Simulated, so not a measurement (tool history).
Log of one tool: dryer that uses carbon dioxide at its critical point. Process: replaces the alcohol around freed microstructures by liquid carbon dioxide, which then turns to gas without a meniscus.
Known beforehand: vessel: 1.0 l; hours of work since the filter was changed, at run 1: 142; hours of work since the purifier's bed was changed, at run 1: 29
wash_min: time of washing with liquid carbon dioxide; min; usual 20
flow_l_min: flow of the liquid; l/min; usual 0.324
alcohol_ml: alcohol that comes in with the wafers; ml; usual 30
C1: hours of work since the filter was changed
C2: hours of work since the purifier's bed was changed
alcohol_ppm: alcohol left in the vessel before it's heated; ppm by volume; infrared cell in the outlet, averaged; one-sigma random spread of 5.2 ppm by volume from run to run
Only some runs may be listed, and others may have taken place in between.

run 1 hour=0 | wash_min=20 flow_l_min=0.324 alcohol_ml=30 | C1=142 C2=29 | alcohol_ppm=134
run 2 hour=51.7 | wash_min=20 flow_l_min=0.324 alcohol_ml=58 | C1=164 C2=50 | alcohol_ppm=248
run 3 hour=92.6 | wash_min=20 flow_l_min=0.31 alcohol_ml=30 | C1=180 C2=67 | alcohol_ppm=177
run 4 hour=117.1 | wash_min=20 flow_l_min=0.31 alcohol_ml=30 | C1=191 C2=77 | alcohol_ppm=188
run 5 hour=156.9 | wash_min=20 flow_l_min=0.324 alcohol_ml=30 | C1=207 C2=93 | alcohol_ppm=151
run 6 hour=207.1 | wash_min=20 flow_l_min=0.324 alcohol_ml=87 | C1=228 C2=114 | alcohol_ppm=424
run 7 hour=256.8 | wash_min=20 flow_l_min=0.324 alcohol_ml=87 | C1=248 C2=134 | alcohol_ppm=443
run 8 hour=278.7 | wash_min=20 flow_l_min=0.324 alcohol_ml=87 | C1=257 C2=143 | alcohol_ppm=457
run 9 hour=316.1 | wash_min=20 flow_l_min=0.355 alcohol_ml=87 | C1=272 C2=158 | alcohol_ppm=308
run 10 hour=364.9 | wash_min=20 flow_l_min=0.355 alcohol_ml=87 | C1=292 C2=179 | alcohol_ppm=318
run 11 hour=389.4 | wash_min=20 flow_l_min=0.355 alcohol_ml=87 | C1=302 C2=189 | alcohol_ppm=318
run 12 hour=410.8 | wash_min=20 flow_l_min=0.355 alcohol_ml=87 | C1=311 C2=197 | alcohol_ppm=329
run 13 hour=435.8 | wash_min=14 flow_l_min=0.355 alcohol_ml=34 | C1=322 C2=208 | alcohol_ppm=674
run 14 hour=482.5 | wash_min=13 flow_l_min=0.417 alcohol_ml=60 | C1=341 C2=227 | alcohol_ppm=915
-- hour=492.4 inlet filter changed
run 15 hour=520.5 | wash_min=19 flow_l_min=0.324 alcohol_ml=92 | C1=12 C2=242 | alcohol_ppm=405
run 16 hour=549.9 | wash_min=19 flow_l_min=0.254 alcohol_ml=21 | C1=24 C2=254 | alcohol_ppm=300
run 17 hour=595.5 | wash_min=19 flow_l_min=0.254 alcohol_ml=21 | C1=42 C2=273 | alcohol_ppm=315
run 18 hour=631.7 | wash_min=30 flow_l_min=0.549 alcohol_ml=68 | C1=57 C2=288 | alcohol_ppm=37
run 19 hour=656.5 | wash_min=14 flow_l_min=0.324 alcohol_ml=30 | C1=67 C2=298 | alcohol_ppm=602
run 20 hour=706 | wash_min=20 flow_l_min=0.33 alcohol_ml=103 | C1=88 C2=318 | alcohol_ppm=367
run 21 hour=756.8 | wash_min=18 flow_l_min=0.369 alcohol_ml=103 | C1=109 C2=339 | alcohol_ppm=397
run 22 hour=802 | wash_min=27 flow_l_min=0.324 alcohol_ml=39 | C1=127 C2=358 | alcohol_ppm=56
run 23 hour=831.4 | wash_min=29 flow_l_min=0.235 alcohol_ml=66 | C1=139 C2=370 | alcohol_ppm=228
run 24 hour=880.4 | wash_min=29 flow_l_min=0.277 alcohol_ml=66 | C1=160 C2=390 | alcohol_ppm=109

Here are 3 independent what-if runs from the current tool condition. What would each one return?
run A hour=908.4 | wash_min=28 flow_l_min=0.277 alcohol_ml=28 | C1=171 C2=402 | alcohol_ppm=?
run B hour=908.4 | wash_min=28 flow_l_min=0.277 alcohol_ml=53 | C1=171 C2=402 | alcohol_ppm=?
run C hour=908.4 | wash_min=24 flow_l_min=0.276 alcohol_ml=66 | C1=171 C2=402 | alcohol_ppm=?

run=A alcohol_ppm=81
run=B alcohol_ppm=119
run=C alcohol_ppm=293
Without the tool's hidden state the same runs would have given:
run=A alcohol_ppm=28
run=B alcohol_ppm=50
run=C alcohol_ppm=171
